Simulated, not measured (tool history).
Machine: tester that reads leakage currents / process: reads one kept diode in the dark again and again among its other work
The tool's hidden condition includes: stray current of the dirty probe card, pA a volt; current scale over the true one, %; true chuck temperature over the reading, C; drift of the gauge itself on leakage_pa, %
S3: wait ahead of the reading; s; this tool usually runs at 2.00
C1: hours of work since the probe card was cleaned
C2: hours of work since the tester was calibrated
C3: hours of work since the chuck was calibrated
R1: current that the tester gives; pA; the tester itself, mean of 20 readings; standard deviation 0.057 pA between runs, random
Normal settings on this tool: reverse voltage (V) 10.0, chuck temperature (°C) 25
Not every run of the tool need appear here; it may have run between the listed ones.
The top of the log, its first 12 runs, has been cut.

Run 13, hour 433.9: usual settings but chuck temperature (°C) 43; C1 902; C2 802; C3 630. Result: R1 38.34 pA.
Run 14, hour 455.7: usual settings but chuck temperature (°C) 43; C1 912; C2 812; C3 640. Result: R1 38.04 pA.
Run 15, hour 509.6: usual settings but chuck temperature (°C) 43; C1 937; C2 837; C3 665. Result: R1 38.42 pA.
Run 16, hour 544.1: usual settings but chuck temperature (°C) 43; C1 953; C2 853; C3 681. Result: R1 38.57 pA.
Run 17, hour 592.0: usual settings but chuck temperature (°C) 43; C1 976; C2 875; C3 703. Result: R1 38.49 pA.
Run 18, hour 630.3: usual settings but chuck temperature (°C) 20; C1 993; C2 893; C3 721. Result: R1 10.71 pA.
Run 19, hour 669.6: usual settings but chuck temperature (°C) 20, S3 0.37 s; C1 1012; C2 911; C3 739. Result: R1 12.81 pA.
Run 20, hour 713.9: usual settings; C1 1032; C2 932; C3 760. Result: R1 13.60 pA.
Run 21, hour 749.2: usual settings; C1 1049; C2 948; C3 776. Result: R1 13.59 pA.
Run 22, hour 789.4: usual settings; C1 1067; C2 967; C3 795. Result: R1 13.71 pA.
Run 23, hour 818.8: usual settings but S3 0.46 s; C1 1081; C2 981; C3 808. Result: R1 15.48 pA.
Run 24, hour 861.2: usual settings but S3 0.46 s; C1 1101; C2 1000; C3 828. Result: R1 15.47 pA.
Run 25, hour 902.8: usual settings but reverse voltage (V) 11.2, chuck temperature (°C) 58; C1 1120; C2 1020; C3 847. Result: R1 106.76 pA.
Run 26, hour 925.3: usual settings but reverse voltage (V) 11.2, chuck temperature (°C) 58; C1 1131; C2 1030; C3 858. Result: R1 106.51 pA.
Run 27, hour 969.5: usual settings but reverse voltage (V) 3.7, chuck temperature (°C) 45, S3 0.32 s; C1 1151; C2 1051; C3 878. Result: R1 28.82 pA.
Run 28, hour 1018.0: usual settings but reverse voltage (V) 3.7, chuck temperature (°C) 45, S3 0.32 s; C1 1174; C2 1073; C3 901. Result: R1 28.77 pA.

Run 29 is up next; what results do you expect?
Run 29, hour 1071.5: usual settings but reverse voltage (V) 3.7, chuck temperature (°C) 45, S3 0.32 s; C1 1199; C2 1098; C3 926. Result: R1 ?.

{"run 29": {"R1": 28.9}}
Minus the tool's unlogged condition, the same run would have read R1 28.31 pA.
